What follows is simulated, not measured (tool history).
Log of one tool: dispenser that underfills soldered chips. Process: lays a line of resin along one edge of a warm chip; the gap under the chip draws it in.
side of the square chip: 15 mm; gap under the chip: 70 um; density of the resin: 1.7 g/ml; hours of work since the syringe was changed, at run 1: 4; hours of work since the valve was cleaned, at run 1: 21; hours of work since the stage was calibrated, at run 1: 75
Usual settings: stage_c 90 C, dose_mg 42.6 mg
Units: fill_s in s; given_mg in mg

run  hour  stage_c  dose_mg  hours of work since the syringe was changed  hours of work since the valve was cleaned  hours of work since the stage was calibrated  fill_s  given_mg
  1   0.0       90     42.6                                            4                                         21                                            75   194.3     41.91
  2   5.4       90     42.6                                            8                                         25                                            80   242.8     41.76
      6.5  -- new syringe of resin
  3   8.9       90     42.6                                            2                                         28                                            82   177.8     41.21
  4  11.8       96     42.6                                            4                                         30                                            85   171.1     41.75
  5  15.9       90     42.6                                            7                                         33                                            88   232.6     41.34
     17.6  -- new syringe of resin
  6  19.7       84     42.6                                            2                                         36                                            91   205.7     41.04
  7  23.5       84     42.6                                            5                                         39                                            94   240.4     41.16
     28.6  -- new syringe of resin
  8  29.0       90     42.6                                            0                                         43                                            98   164.6     41.05
  9  32.8       90     42.6                                            3                                         46                                           101   191.6     40.44
 10  36.8       90     42.6                                            7                                         49                                           104   222.1     40.42
     39.8  -- new syringe of resin
 11  40.3      103     43.5                                            0                                         52                                           107   116.9     41.46
 12  43.5      101     53.0                                            3                                         54                                           109   138.1     50.27
 13  48.7       96     52.8                                            7                                         58                                           113   194.2     50.17
     50.9  -- new syringe of resin
 14  53.6       97     42.6                                            2                                         62                                           117   150.4     40.29
 15  58.9       79     46.2                                            6                                         66                                           121   295.2     43.23

5 ways to go on from here, each from the tool as it stands after run 15. What would each give?
     62.0  -- new syringe of resin
  A  63.1      101     46.2                                            1                                         70                                           124       ?         ?
     62.0  -- new syringe of resin
  B  63.1      104     38.3                                            1                                         70                                           124       ?         ?
     62.0  -- new syringe of resin
  C  63.1       90     40.1                                            1                                         70                                           124       ?         ?
     62.0  -- new syringe of resin
  D  63.1       92     41.9                                            1                                         70                                           124       ?         ?
     62.0  -- new syringe of resin
  E  63.1      100     37.5                                            1                                         70                                           124       ?         ?

run  fill_s  given_mg
  A   126.9     43.41
  B   118.8     35.68
  C   170.0     37.38
  D   161.6     39.19
  E   134.0     35.08
Without the tool's hidden state the same runs would have given:
run  fill_s  given_mg
  A   124.3     46.44
  B   115.2     38.17
  C   165.6     39.99
  D   157.8     41.93
  E   129.9     37.54
